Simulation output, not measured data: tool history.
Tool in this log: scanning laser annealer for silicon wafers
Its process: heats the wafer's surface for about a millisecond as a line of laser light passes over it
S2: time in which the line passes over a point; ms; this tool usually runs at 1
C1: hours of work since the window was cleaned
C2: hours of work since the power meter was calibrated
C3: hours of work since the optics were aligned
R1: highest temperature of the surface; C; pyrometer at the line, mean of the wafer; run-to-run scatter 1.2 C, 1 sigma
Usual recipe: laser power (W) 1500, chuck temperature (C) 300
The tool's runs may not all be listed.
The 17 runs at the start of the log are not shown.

{"run": 18, "hour": 223.1, "laser power (W)": 1500, "S2": 1, "chuck temperature (C)": 300, "C1": 397, "C2": 369, "C3": 545, "R1": 1025}
{"run": 19, "hour": 233.2, "laser power (W)": 1642, "S2": 1, "chuck temperature (C)": 300, "C1": 403, "C2": 374, "C3": 551, "R1": 1086}
{"run": 20, "hour": 247.3, "laser power (W)": 1500, "S2": 1, "chuck temperature (C)": 300, "C1": 411, "C2": 383, "C3": 559, "R1": 1027}
{"run": 21, "hour": 256.1, "laser power (W)": 1456, "S2": 1.16, "chuck temperature (C)": 300, "C1": 416, "C2": 387, "C3": 564, "R1": 1052}
{"run": 22, "hour": 273.5, "laser power (W)": 1281, "S2": 1.17, "chuck temperature (C)": 266, "C1": 426, "C2": 397, "C3": 574, "R1": 937}
{"run": 23, "hour": 284.1, "laser power (W)": 1281, "S2": 1.17, "chuck temperature (C)": 266, "C1": 432, "C2": 403, "C3": 580, "R1": 939}
{"run": 24, "hour": 299.5, "laser power (W)": 1459, "S2": 0.8, "chuck temperature (C)": 335, "C1": 441, "C2": 412, "C3": 589, "R1": 973}
{"run": 25, "hour": 314.4, "laser power (W)": 1638, "S2": 0.81, "chuck temperature (C)": 284, "C1": 450, "C2": 421, "C3": 597, "R1": 998}
{"run": 26, "hour": 322.1, "laser power (W)": 1454, "S2": 1, "chuck temperature (C)": 284, "C1": 454, "C2": 425, "C3": 602, "R1": 987}
{"run": 27, "hour": 337.5, "laser power (W)": 1450, "S2": 1.19, "chuck temperature (C)": 269, "C1": 463, "C2": 434, "C3": 610, "R1": 1025}
{"hour": 342.2, "done": "laser's power meter calibrated"}
{"run": 28, "hour": 351.7, "laser power (W)": 1450, "S2": 1.19, "chuck temperature (C)": 269, "C1": 469, "C2": 5, "C3": 617, "R1": 1028}
{"run": 29, "hour": 367.3, "laser power (W)": 1336, "S2": 0.98, "chuck temperature (C)": 300, "C1": 478, "C2": 14, "C3": 626, "R1": 947}

Run 30 comes next. What will it give?
{"hour": 385.4, "done": "laser's power meter calibrated, once more"}
{"run": 30, "hour": 385.7, "laser power (W)": 1336, "S2": 0.98, "chuck temperature (C)": 300, "C1": 487, "C2": 0, "C3": 634, "R1": "?"}

R1: 944 C
Minus the tool's unlogged condition, the same run would have read R1 956 C.
